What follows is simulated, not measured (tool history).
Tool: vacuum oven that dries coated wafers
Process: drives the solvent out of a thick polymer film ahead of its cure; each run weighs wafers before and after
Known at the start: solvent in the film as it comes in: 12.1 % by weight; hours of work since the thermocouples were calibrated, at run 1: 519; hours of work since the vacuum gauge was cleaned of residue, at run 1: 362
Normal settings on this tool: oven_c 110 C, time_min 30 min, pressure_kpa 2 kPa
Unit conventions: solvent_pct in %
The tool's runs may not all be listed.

run	day	oven_c	time_min	pressure_kpa	hours of work since the thermocouples were calibrated	hours of work since the vacuum gauge was cleaned of residue	solvent_pct
1	0	110	30	2	519	362	2.65
2	0.879	110	41	2	527	370	1.97
3	1.825	124	30	2	536	380	1.23
4	2.85	110	18	2	546	389	4.22
5	3.454	110	30	2	552	395	2.72
6	4.35	110	30	2	561	404	2.6
7	5.083	108	30	2	568	411	2.92
8	5.746	108	30	2	574	418	2.95
9	6.862	110	30	2	585	428	2.7
10	8.254	110	30	2	599	442	2.53
11	9.7	110	30	2	613	456	2.74
12	10.358	110	30	1.4	619	462	2.35
13	11.696	110	50	2	632	475	1.61
14	12.721	110	30	2	642	485	2.7
15	13.408	110	30	2	649	492	2.56
16	14.071	110	30	1.9	655	498	2.7
17	14.867	110	30	1.9	663	506	2.59
18	15.754	110	30	1.23	671	515	2.28
19	16.508	110	30	2	679	522	2.72
20	17.575	110	30	2	689	532	2.72
21	18.688	110	30	2	700	543	2.7
22	19.925	110	30	2.02	712	555	2.82
23	20.633	110	30	2.02	719	562	2.61
24	21.588	110	30	2.02	728	571	2.73
25	22.2	112	30	1.68	734	577	2.3
26	22.971	110	38	2	741	585	2.22
27	24.338	110	38	2	755	598	2.19
28	25.246	110	42	6.3	763	607	4.62
29	26.579	112	30	2	776	620	2.49
30	27.192	120	36	2	782	625	1.3
31	28.075	98	33	2.56	791	634	4.83
32	29.288	98	33	2.56	803	646	4.84
33	30.025	105	37	2	810	653	2.9
34	31.317	110	43	4.08	822	665	3.36
35	32.779	117	28	5.06	836	680	3.47
36	33.871	118	30	1.8	847	690	1.62
37	34.846	114	21	2.78	857	700	3.43
38	35.596	110	15	3.73	864	707	5.6
39	36.629	110	15	2.95	874	717	5.23
40	38.092	105	51	1.37	888	731	1.82
41	39.117	99	22	1.71	898	741	5.37
42	40.012	99	22	1.71	907	750	5.34
43	41.292	99	22	3.1	919	762	6.25
44	42.288	108	45	3.1	929	772	3.08
45	43.421	110	26	7.71	940	783	6.34
46	44.192	110	26	7.71	947	790	6.29
47	45.692	110	26	7.71	962	805	6.43

Here are 4 independent what-if runs from the current tool condition. What would each one return?
A	46.579	109	38	1.68	970	813	?
B	46.579	110	30	1.53	970	813	?
C	46.579	101	45	3.28	970	813	?
D	46.579	106	20	7.32	970	813	?

run	solvent_pct
A	2.16
B	2.53
C	4.36
D	7.4
Without the tool's unlogged condition, the same runs would have read:
run	solvent_pct
A	1.87
B	2.23
C	3.94
D	6.98
